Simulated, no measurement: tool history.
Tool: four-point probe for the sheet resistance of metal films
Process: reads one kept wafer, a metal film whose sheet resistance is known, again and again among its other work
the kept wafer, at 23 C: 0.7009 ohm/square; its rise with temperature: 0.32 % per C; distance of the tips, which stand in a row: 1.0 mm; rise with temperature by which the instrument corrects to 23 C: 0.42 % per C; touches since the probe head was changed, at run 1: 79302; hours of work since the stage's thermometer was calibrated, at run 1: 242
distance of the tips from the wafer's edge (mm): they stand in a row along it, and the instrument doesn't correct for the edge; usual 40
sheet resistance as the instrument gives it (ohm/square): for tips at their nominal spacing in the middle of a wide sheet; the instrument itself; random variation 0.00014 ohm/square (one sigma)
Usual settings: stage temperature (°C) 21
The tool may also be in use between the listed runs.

| run | hour | stage temperature (°C) | distance of the tips from the wafer's edge (mm) | touches since the probe head was changed | hours of work since the stage's thermometer was calibrated | sheet resistance as the instrument gives it (ohm/square) |
|---|---|---|---|---|---|---|
| 1 | 0.0 | 21 | 40 | 79302 | 242 | 0.708685 |
| 2 | 6.6 | 21 | 40 | 79503 | 246 | 0.709085 |
| 3 | 13.3 | 21 | 40 | 79705 | 249 | 0.708810 |
| 4 | 22.2 | 21 | 40 | 79975 | 254 | 0.708917 |
| 5 | 33.5 | 27 | 40 | 80319 | 260 | 0.705113 |
|  | 45.5 | new probe head fitted |
| 6 | 48.1 | 27 | 40 | 80 | 267 | 0.701459 |
| 7 | 63.0 | 27 | 40 | 530 | 275 | 0.701396 |
| 8 | 75.5 | 21 | 50 | 911 | 282 | 0.705429 |
| 9 | 83.6 | 21 | 50 | 1155 | 286 | 0.705325 |
| 10 | 95.6 | 21 | 50 | 1520 | 293 | 0.705559 |
| 11 | 104.2 | 21 | 50 | 1782 | 298 | 0.705509 |
| 12 | 116.2 | 21 | 50 | 2144 | 304 | 0.705686 |
| 13 | 127.3 | 21 | 67 | 2481 | 310 | 0.705550 |
| 14 | 140.9 | 21 | 67 | 2895 | 317 | 0.705501 |
| 15 | 149.7 | 21 | 67 | 3160 | 322 | 0.705581 |
| 16 | 162.8 | 21 | 28 | 3557 | 329 | 0.705994 |
| 17 | 173.0 | 19 | 40 | 3869 | 334 | 0.706978 |
| 18 | 180.8 | 19 | 40 | 4104 | 339 | 0.707425 |
| 19 | 193.8 | 19 | 40 | 4499 | 346 | 0.707181 |
| 20 | 209.1 | 21 | 40 | 4961 | 354 | 0.705604 |
| 21 | 218.6 | 24 | 40 | 5252 | 359 | 0.703695 |
| 22 | 230.6 | 33 | 12 | 5614 | 365 | 0.700179 |
| 23 | 237.8 | 30 | 42 | 5833 | 369 | 0.699660 |
| 24 | 245.9 | 19 | 32 | 6078 | 373 | 0.707349 |
| 25 | 253.7 | 19 | 49 | 6315 | 378 | 0.707244 |
| 26 | 267.2 | 19 | 49 | 6725 | 385 | 0.707101 |
| 27 | 277.5 | 33 | 52 | 7037 | 390 | 0.697711 |
| 28 | 283.8 | 33 | 52 | 7228 | 394 | 0.697847 |
| 29 | 295.4 | 33 | 52 | 7580 | 400 | 0.698103 |
| 30 | 303.2 | 33 | 52 | 7816 | 404 | 0.697974 |
| 31 | 318.4 | 33 | 52 | 8278 | 412 | 0.698087 |
| 32 | 333.4 | 26 | 9 | 8734 | 420 | 0.707107 |
| 33 | 346.7 | 26 | 9 | 9134 | 427 | 0.707153 |
| 34 | 353.9 | 26 | 9 | 9354 | 431 | 0.707207 |
| 35 | 364.6 | 26 | 9 | 9678 | 437 | 0.706961 |
| 36 | 374.9 | 31 | 28 | 9990 | 443 | 0.699703 |
| 37 | 383.3 | 31 | 28 | 10246 | 447 | 0.699783 |
| 38 | 396.9 | 22 | 37 | 10657 | 454 | 0.705295 |
| 39 | 404.6 | 22 | 37 | 10891 | 458 | 0.705502 |
| 40 | 417.4 | 25 | 40 | 11280 | 465 | 0.703513 |
| 41 | 429.1 | 27 | 20 | 11636 | 472 | 0.702985 |
| 42 | 435.6 | 29 | 8 | 11832 | 475 | 0.706495 |

Forecast each of these 4 alternatives for the next run:
| A | 450.8 | 29 | 6 | 12291 | 483 | ? |
| B | 450.8 | 29 | 7 | 12291 | 483 | ? |
| C | 450.8 | 29 | 5 | 12291 | 483 | ? |
| D | 450.8 | 35 | 31 | 12291 | 483 | ? |

| run | sheet resistance as the instrument gives it (ohm/square) |
|---|---|
| A | 0.711038 |
| B | 0.708630 |
| C | 0.715523 |
| D | 0.696742 |
Without the tool's hidden state the same runs would have given:
| run | sheet resistance as the instrument gives it (ohm/square) |
|---|---|
| A | 0.707120 |
| B | 0.704724 |
| C | 0.711582 |
| D | 0.692894 |
